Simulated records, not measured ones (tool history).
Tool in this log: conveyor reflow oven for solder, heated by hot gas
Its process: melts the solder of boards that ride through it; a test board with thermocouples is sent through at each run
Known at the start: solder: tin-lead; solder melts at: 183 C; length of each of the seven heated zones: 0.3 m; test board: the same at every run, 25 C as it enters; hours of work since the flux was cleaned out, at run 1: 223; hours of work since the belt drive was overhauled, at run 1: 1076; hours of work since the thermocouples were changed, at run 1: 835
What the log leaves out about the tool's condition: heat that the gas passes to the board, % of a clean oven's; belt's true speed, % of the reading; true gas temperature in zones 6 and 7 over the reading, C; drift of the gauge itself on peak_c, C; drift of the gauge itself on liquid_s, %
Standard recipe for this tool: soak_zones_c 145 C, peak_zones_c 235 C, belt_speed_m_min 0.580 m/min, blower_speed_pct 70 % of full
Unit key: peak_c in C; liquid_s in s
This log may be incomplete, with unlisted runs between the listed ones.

run,hour,soak_zones_c,peak_zones_c,belt_speed_m_min,blower_speed_pct,hours of work since the flux was cleaned out,hours of work since the belt drive was overhauled,hours of work since the thermocouples were changed,peak_c,liquid_s
1,0.0,145,235,0.580,70,223,1076,835,215.1,47.0
2,49.8,145,235,0.580,63,257,1110,869,212.1,45.0
# hour 92.4: thermocouples of zones 6 and 7 changed
3,98.6,145,235,0.580,63,289,1142,4,210.1,42.9
4,151.7,145,235,0.580,63,325,1178,41,210.0,42.2
# hour 163.5: flux residue cleaned out of gas plates and filters
5,192.0,145,235,0.580,70,20,1202,65,214.8,47.5
6,242.5,145,235,0.580,70,54,1237,99,214.9,46.8
7,270.2,145,235,0.580,52,73,1256,118,208.1,40.4
8,299.5,145,235,0.580,70,93,1276,138,214.9,47.7
9,348.0,145,235,0.580,70,126,1309,172,214.6,47.4
10,387.1,145,235,0.580,70,153,1336,198,214.1,47.5
11,437.1,133,235,0.580,70,187,1370,233,211.0,41.2
12,473.7,145,233,0.580,70,212,1395,258,212.3,45.3
13,503.1,145,235,0.489,70,232,1415,278,218.5,60.7
14,531.0,145,235,0.580,70,252,1434,297,213.6,46.1
15,585.4,145,235,0.580,70,289,1472,334,213.6,46.2
16,633.0,146,224,0.545,64,321,1504,367,205.9,42.0
# hour 649.8: flux residue cleaned out of gas plates and filters
17,684.3,143,245,0.580,70,24,1536,399,223.6,52.8
18,739.8,145,233,0.580,86,62,1574,436,218.6,50.7
# hour 762.6: belt drive overhauled, speed set with a stopwatch
19,772.8,132,235,0.473,70,81,7,456,219.1,56.3
20,814.3,130,235,0.686,78,110,35,485,206.7,27.9
21,857.6,130,235,0.686,78,140,65,514,206.4,28.1
22,913.5,131,224,0.481,63,178,103,553,205.8,42.8
23,945.3,131,224,0.481,63,200,125,574,206.5,43.6
24,997.5,145,240,0.580,71,235,161,610,218.4,46.7
25,1030.7,133,240,0.543,61,258,184,633,212.9,44.1
26,1074.2,133,240,0.543,61,288,213,663,213.2,43.7
27,1116.6,158,233,0.481,78,317,242,692,221.4,67.6
# hour 1141.6: flux residue cleaned out of gas plates and filters
28,1147.3,145,247,0.649,85,4,260,709,226.3,47.6
29,1192.9,145,247,0.649,85,35,291,741,225.5,47.6

Branching from run 29: 4 alternative next runs. What would each branch give?
A,1229.3,145,247,0.596,85,60,316,765,?,?
B,1229.3,145,235,0.499,70,60,316,765,?,?
C,1229.3,150,247,0.587,85,60,316,765,?,?
D,1229.3,145,235,0.676,70,60,316,765,?,?

run,peak_c,liquid_s
A,229.6,52.4
B,221.1,59.0
C,231.1,56.3
D,210.2,35.6
Had the tool no hidden state, the same runs would have come out as:
run,peak_c,liquid_s
A,228.7,51.7
B,220.0,58.0
C,230.2,55.6
D,209.5,35.0
